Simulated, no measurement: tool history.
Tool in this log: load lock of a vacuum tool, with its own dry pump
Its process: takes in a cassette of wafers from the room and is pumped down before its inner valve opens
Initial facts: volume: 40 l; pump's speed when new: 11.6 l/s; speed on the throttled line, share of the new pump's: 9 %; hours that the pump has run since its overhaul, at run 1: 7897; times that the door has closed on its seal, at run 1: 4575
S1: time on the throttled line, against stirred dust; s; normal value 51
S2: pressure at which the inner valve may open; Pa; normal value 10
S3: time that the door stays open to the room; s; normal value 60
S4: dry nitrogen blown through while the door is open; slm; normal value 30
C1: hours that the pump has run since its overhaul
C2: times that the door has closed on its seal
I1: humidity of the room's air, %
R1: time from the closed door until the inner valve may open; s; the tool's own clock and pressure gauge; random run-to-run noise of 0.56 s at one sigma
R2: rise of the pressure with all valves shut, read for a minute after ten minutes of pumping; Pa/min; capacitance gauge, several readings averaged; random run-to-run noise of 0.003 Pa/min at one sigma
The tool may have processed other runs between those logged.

run      day   S1  S2   S3  S4     C1    C2    I1     R1     R2
  1        0   51  10   60  30   7897  4575  42.8   78.1  0.029
  2      5.9   51  10   60  30   8039  4737    46   77.8  0.029
  3    8.725   51  10   60  30   8107  4815  47.5   78.1  0.034
  4    13.55   51  10   60  30   8222  4948  47.3   78.2  0.032
  5   19.329   69  10   60  30   8361  5107  43.8   94.1  0.031
  6   24.579   69  10   68  30   8487  5251  41.4   96.3  0.027
  7   28.817   69  10   68  30   8589  5368  43.5   95.5  0.035
  8   32.238   51  10   60  30   8671  5462  42.8     78  0.035
  9   35.129   51  10   60  30   8740  5542  46.1   78.6  0.032
 10   38.971   51  10   60  30   8833  5647  45.4   78.2  0.031
 11   42.892   51  10   72  30   8927  5755  47.5   78.7  0.037
 12   45.654   51  10   72  30   8993  5831  41.6   79.1  0.033
 13   50.617   51  10   60  30   9112  5968  40.1   78.5  0.033
 14   53.688   51  10   60  30   9186  6052  46.6   78.9  0.032
 15   59.654   51  10   60  30   9329  6217  46.7   77.1  0.031
 16     63.4   51  10   60  30   9419  6320  44.4   77.7  0.033
 17   68.654   34  10   60  30   9545  6464    43   62.9  0.031
 18    74.65   38  10   60  19   9689  6629  46.3   66.6   0.04
 19   79.533   51  12   99  11   9806  6764  44.2   77.5  0.061
 20     82.8   50  10   60  14   9884  6854  47.9     78  0.045
 21   85.421   50  13   51  14   9947  6926  44.9   76.1  0.042
 22   91.058   51  16   60  14  10083  7081  46.6   76.7  0.046
 23    95.15   51  16  122  14  10181  7194  48.7   76.8  0.067
 24   98.175   50  16  202  14  10253  7277  47.7     76  0.082
 25  102.767   91  10   60   6  10364  7403  43.4  116.5  0.057
 26  108.212   28  10   60   6  10494  7553  47.2   57.2  0.061
 27  110.746   28  10   60   6  10555  7623  41.9   57.9  0.056
 28  114.158   72  10   60   6  10637  7717  46.3   97.8  0.059
 29      120   96  18  205   6  10777  7877  43.3  117.1  0.102
 30  122.475   27  14   38  36  10837  7946  45.7   55.8  0.026
 31  128.054  101  17  156  30  10971  8099  44.5  121.6  0.045
 32  131.029   77  18   63   5  11042  8181  42.2   99.3  0.064

What if the next run were any one of these 5? Each begins from the tool's condition after run 32:
  A  134.25  77  18  25   4  11119  8270  47.2   ?   ?
  B  134.25  32   8  60  16  11119  8270  43.1   ?   ?
  C  134.25  51  14  50  15  11119  8270  46.1   ?   ?
  D  134.25  51  18  29   7  11119  8270  47.3   ?   ?
  E  134.25  51  10  60  29  11119  8270  45.2   ?   ?

run     R1     R2
  A  100.6  0.041
  B   61.7  0.046
  C   77.6  0.045
  D   75.6  0.044
  E   77.8  0.032
Had the tool no hidden state, the same runs would have come out as:
run     R1     R2
  A  100.5  0.041
  B   61.6  0.046
  C   77.6  0.045
  D   75.5  0.044
  E   77.8  0.031

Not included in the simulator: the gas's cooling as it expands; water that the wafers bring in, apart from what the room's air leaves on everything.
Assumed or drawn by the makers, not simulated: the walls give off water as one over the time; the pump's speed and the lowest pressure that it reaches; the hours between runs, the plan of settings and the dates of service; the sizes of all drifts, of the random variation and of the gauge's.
